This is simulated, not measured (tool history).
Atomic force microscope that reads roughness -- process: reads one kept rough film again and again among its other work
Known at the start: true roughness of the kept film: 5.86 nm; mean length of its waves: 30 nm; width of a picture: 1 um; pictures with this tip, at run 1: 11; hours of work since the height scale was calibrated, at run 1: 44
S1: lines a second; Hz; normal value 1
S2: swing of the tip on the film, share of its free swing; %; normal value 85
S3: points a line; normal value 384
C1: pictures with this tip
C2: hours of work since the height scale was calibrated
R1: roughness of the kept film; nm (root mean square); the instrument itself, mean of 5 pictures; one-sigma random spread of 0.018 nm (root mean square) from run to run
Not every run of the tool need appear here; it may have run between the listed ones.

| run | hour | S1 | S2 | S3 | C1 | C2 | R1 |
|---|---|---|---|---|---|---|---|
| 1 | 0 | 1 | 85 | 384 | 11 | 44 | 4.372 |
| 2 | 44.8 | 1 | 85 | 773 | 48 | 63 | 4.393 |
| 3 | 105.6 | 0.99 | 85 | 384 | 98 | 88 | 4.374 |
| 4 | 149.4 | 0.99 | 85 | 384 | 134 | 106 | 4.351 |
|  | 193.8 | new tip fitted |
| 5 | 212.9 | 0.99 | 85 | 384 | 16 | 133 | 4.378 |
| 6 | 257.3 | 1.54 | 85 | 384 | 52 | 151 | 4.095 |
| 7 | 289.4 | 1.54 | 85 | 384 | 79 | 165 | 4.09 |
| 8 | 346.9 | 1.54 | 85 | 384 | 127 | 189 | 4.082 |
| 9 | 378.7 | 1.54 | 85 | 384 | 153 | 202 | 4.08 |
|  | 399.7 | new tip fitted |
| 10 | 442.5 | 1 | 72 | 384 | 35 | 228 | 4.624 |
| 11 | 508.3 | 1 | 72 | 384 | 90 | 256 | 4.629 |
| 12 | 559.7 | 1 | 72 | 384 | 133 | 277 | 4.631 |
|  | 607.1 | new tip fitted |
| 13 | 616.4 | 1 | 85 | 384 | 8 | 301 | 4.381 |
| 14 | 659.2 | 2.17 | 85 | 384 | 44 | 318 | 3.83 |
| 15 | 700.9 | 1 | 85 | 384 | 78 | 336 | 4.392 |
| 16 | 744.5 | 2.25 | 85 | 384 | 114 | 354 | 3.814 |
| 17 | 778.7 | 1.85 | 69 | 384 | 143 | 368 | 4.448 |
|  | 812.2 | new tip fitted |
| 18 | 824.7 | 1.46 | 85 | 384 | 10 | 387 | 4.117 |
| 19 | 869.4 | 0.82 | 57 | 323 | 47 | 406 | 4.808 |
| 20 | 930.7 | 0.82 | 57 | 323 | 98 | 432 | 4.811 |
| 21 | 986.6 | 0.61 | 85 | 311 | 144 | 455 | 4.562 |
|  | 1022.3 | new tip fitted |
| 22 | 1055.8 | 2.73 | 63 | 421 | 27 | 484 | 4.45 |
| 23 | 1102 | 2.73 | 63 | 421 | 66 | 503 | 4.43 |
| 24 | 1133.9 | 1.64 | 70 | 639 | 92 | 516 | 4.497 |
| 25 | 1166.8 | 2.95 | 70 | 773 | 119 | 530 | 4.236 |
| 26 | 1200.5 | 0.71 | 79 | 969 | 147 | 544 | 4.634 |
|  | 1228.5 | new tip fitted |
| 27 | 1233.5 | 1.2 | 56 | 969 | 4 | 558 | 4.81 |
| 28 | 1270.9 | 1.2 | 56 | 969 | 35 | 573 | 4.82 |
| 29 | 1307.4 | 1.61 | 56 | 259 | 66 | 588 | 4.724 |

5 options for the next run, each taken on its own from the tool as it stands now. Forecast them:
| A | 1372.2 | 1.86 | 85 | 384 | 119 | 615 | ? |
| B | 1372.2 | 2.59 | 86 | 384 | 119 | 615 | ? |
| C | 1372.2 | 1.61 | 84 | 987 | 119 | 615 | ? |
| D | 1372.2 | 2.87 | 60 | 259 | 119 | 615 | ? |
| E | 1372.2 | 1.32 | 56 | 611 | 119 | 615 | ? |

| run | R1 |
|---|---|
| A | 3.953 |
| B | 3.641 |
| C | 4.13 |
| D | 4.479 |
| E | 4.774 |
With no hidden state in the tool, these same runs would have given:
| run | R1 |
|---|---|
| A | 3.963 |
| B | 3.65 |
| C | 4.141 |
| D | 4.491 |
| E | 4.786 |
